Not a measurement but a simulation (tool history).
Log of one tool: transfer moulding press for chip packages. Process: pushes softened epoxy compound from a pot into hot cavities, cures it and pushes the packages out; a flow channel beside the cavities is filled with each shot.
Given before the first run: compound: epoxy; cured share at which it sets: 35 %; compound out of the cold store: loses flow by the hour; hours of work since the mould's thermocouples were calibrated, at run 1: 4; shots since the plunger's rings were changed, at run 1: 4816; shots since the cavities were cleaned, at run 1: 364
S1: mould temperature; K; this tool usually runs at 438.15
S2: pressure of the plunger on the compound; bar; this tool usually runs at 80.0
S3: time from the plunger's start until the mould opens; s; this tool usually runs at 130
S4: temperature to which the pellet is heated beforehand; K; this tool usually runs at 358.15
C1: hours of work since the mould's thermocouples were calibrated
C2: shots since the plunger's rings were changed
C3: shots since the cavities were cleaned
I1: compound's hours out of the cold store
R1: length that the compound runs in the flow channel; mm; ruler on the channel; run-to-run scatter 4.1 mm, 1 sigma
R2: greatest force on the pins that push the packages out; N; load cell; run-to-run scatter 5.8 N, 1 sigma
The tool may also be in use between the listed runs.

run 1 hour=0.0 | S1=438.15 S2=80.0 S3=130 S4=358.15 | C1=4 C2=4816 C3=364 | I1=28.0 | R1=845 R2=365
-- hour=6.8 plunger's sealing rings changed
run 2 hour=9.5 | S1=438.15 S2=80.0 S3=130 S4=368.15 | C1=8 C2=21 C3=418 | I1=13.9 | R1=967 R2=366
-- hour=16.9 cavities cleaned with cleaning compound and waxed
run 3 hour=20.3 | S1=438.15 S2=80.0 S3=130 S4=368.15 | C1=13 C2=93 C3=27 | I1=9.1 | R1=1008 R2=486
run 4 hour=29.1 | S1=438.15 S2=80.0 S3=130 S4=353.15 | C1=18 C2=161 C3=95 | I1=43.9 | R1=807 R2=472
run 5 hour=37.5 | S1=438.15 S2=80.0 S3=130 S4=353.15 | C1=23 C2=226 C3=160 | I1=17.2 | R1=956 R2=461
run 6 hour=43.2 | S1=442.15 S2=80.0 S3=130 S4=353.15 | C1=26 C2=270 C3=204 | I1=32.1 | R1=859 R2=425
run 7 hour=49.8 | S1=442.15 S2=80.0 S3=130 S4=353.15 | C1=30 C2=321 C3=255 | I1=45.6 | R1=784 R2=444
run 8 hour=54.2 | S1=442.15 S2=80.0 S3=130 S4=353.15 | C1=32 C2=355 C3=289 | I1=27.8 | R1=877 R2=445
-- hour=56.4 cavities cleaned with cleaning compound and waxed, once more
run 9 hour=65.3 | S1=442.15 S2=80.0 S3=130 S4=353.15 | C1=37 C2=429 C3=68 | I1=25.5 | R1=894 R2=230
run 10 hour=70.2 | S1=438.15 S2=80.0 S3=166 S4=358.15 | C1=40 C2=467 C3=106 | I1=18.9 | R1=936 R2=244
run 11 hour=78.9 | S1=438.15 S2=80.0 S3=130 S4=358.15 | C1=45 C2=535 C3=174 | I1=42.7 | R1=812 R2=298
run 12 hour=87.7 | S1=438.15 S2=80.0 S3=130 S4=363.15 | C1=50 C2=603 C3=242 | I1=23.4 | R1=918 R2=321
run 13 hour=93.9 | S1=438.15 S2=76.6 S3=130 S4=358.15 | C1=53 C2=651 C3=290 | I1=40.7 | R1=803 R2=324
run 14 hour=98.9 | S1=438.15 S2=80.0 S3=130 S4=359.15 | C1=56 C2=690 C3=329 | I1=44.9 | R1=796 R2=353
run 15 hour=107.9 | S1=446.15 S2=68.0 S3=130 S4=359.15 | C1=61 C2=760 C3=399 | I1=35.2 | R1=764 R2=343
run 16 hour=113.1 | S1=446.15 S2=68.8 S3=161 S4=356.15 | C1=64 C2=800 C3=439 | I1=25.3 | R1=819 R2=343
-- hour=117.9 cavities cleaned with cleaning compound and waxed
run 17 hour=123.8 | S1=434.15 S2=86.9 S3=153 S4=359.15 | C1=69 C2=871 C3=45 | I1=46.5 | R1=836 R2=229
run 18 hour=132.4 | S1=438.15 S2=80.6 S3=114 S4=354.15 | C1=74 C2=938 C3=112 | I1=30.6 | R1=869 R2=300
run 19 hour=140.1 | S1=438.15 S2=73.7 S3=132 S4=358.15 | C1=79 C2=997 C3=171 | I1=11.0 | R1=950 R2=298
run 20 hour=147.1 | S1=437.15 S2=80.0 S3=130 S4=358.15 | C1=83 C2=1051 C3=225 | I1=26.1 | R1=897 R2=329
run 21 hour=151.8 | S1=437.15 S2=80.0 S3=130 S4=358.15 | C1=85 C2=1088 C3=262 | I1=45.0 | R1=793 R2=333
run 22 hour=161.3 | S1=437.15 S2=80.0 S3=165 S4=358.15 | C1=91 C2=1161 C3=335 | I1=26.8 | R1=896 R2=330
run 23 hour=167.5 | S1=442.15 S2=68.3 S3=165 S4=366.15 | C1=94 C2=1209 C3=383 | I1=21.7 | R1=833 R2=334
run 24 hour=174.7 | S1=438.15 S2=91.5 S3=130 S4=358.15 | C1=98 C2=1265 C3=439 | I1=20.4 | R1=986 R2=377
-- hour=179.5 cavities cleaned with cleaning compound and waxed
run 25 hour=181.8 | S1=437.15 S2=78.7 S3=130 S4=358.15 | C1=101 C2=1308 C3=18 | I1=24.5 | R1=891 R2=232
run 26 hour=191.4 | S1=437.15 S2=78.7 S3=130 S4=358.15 | C1=107 C2=1383 C3=93 | I1=17.9 | R1=930 R2=272
run 27 hour=196.4 | S1=438.15 S2=65.7 S3=165 S4=358.15 | C1=109 C2=1421 C3=131 | I1=37.8 | R1=755 R2=249
run 28 hour=204.1 | S1=441.15 S2=80.0 S3=170 S4=363.15 | C1=114 C2=1481 C3=191 | I1=46.7 | R1=773 R2=274

Take each entry between the runs: how does the hidden state at the last listed run before it differ from the hidden state at the first listed run after it?
In the gap between runs 1 and 2: plunger's sealing rings changed (hour 6.8)
  true mould temperature over the reading, C: 0.04 -> 0.05; pressure that reaches the compound, % of what is set: 89.93 -> 99.78; grip of the stained cavities, % over clean ones': 66.3 -> 72.8
  what was measured, less what the result would be without the hidden state, R1: -46 -> -1 mm; R2: +143 -> +155 N
In the gap between runs 2 and 3: cavities cleaned with cleaning compound and waxed (hour 16.9)
  true mould temperature over the reading, C: 0.05 -> 0.06; pressure that reaches the compound, % of what is set: 99.78 -> 99.63; grip of the stained cavities, % over clean ones': 72.8 -> 121.7
  what was measured, less what the result would be without the hidden state, R1: -1 -> -2 mm; R2: +155 -> +266 N
In the gap between runs 8 and 9: cavities cleaned with cleaning compound and waxed, once more (hour 56.4)
  true mould temperature over the reading, C: 0.1 -> 0.11; pressure that reaches the compound, % of what is set: 99.07 -> 98.91; grip of the stained cavities, % over clean ones': 118.8 -> 18.2
  what was measured, less what the result would be without the hidden state, R1: -4 -> -5 mm; R2: +241 -> +36 N
In the gap between runs 16 and 17: cavities cleaned with cleaning compound and waxed (hour 117.9)
  true mould temperature over the reading, C: 0.18 -> 0.19; pressure that reaches the compound, % of what is set: 98.15 -> 98; grip of the stained cavities, % over clean ones': 77.6 -> 14.9
  what was measured, less what the result would be without the hidden state, R1: -8 -> -9 mm; R2: +148 -> +30 N
In the gap between runs 24 and 25: cavities cleaned with cleaning compound and waxed (hour 179.5)
  pressure that reaches the compound, % of what is set: 97.17 -> 97.08; grip of the stained cavities, % over clean ones': 77.3 -> 6.3
  what was measured, less what the result would be without the hidden state, R1: -15 -> -14 mm; R2: +163 -> +12 N
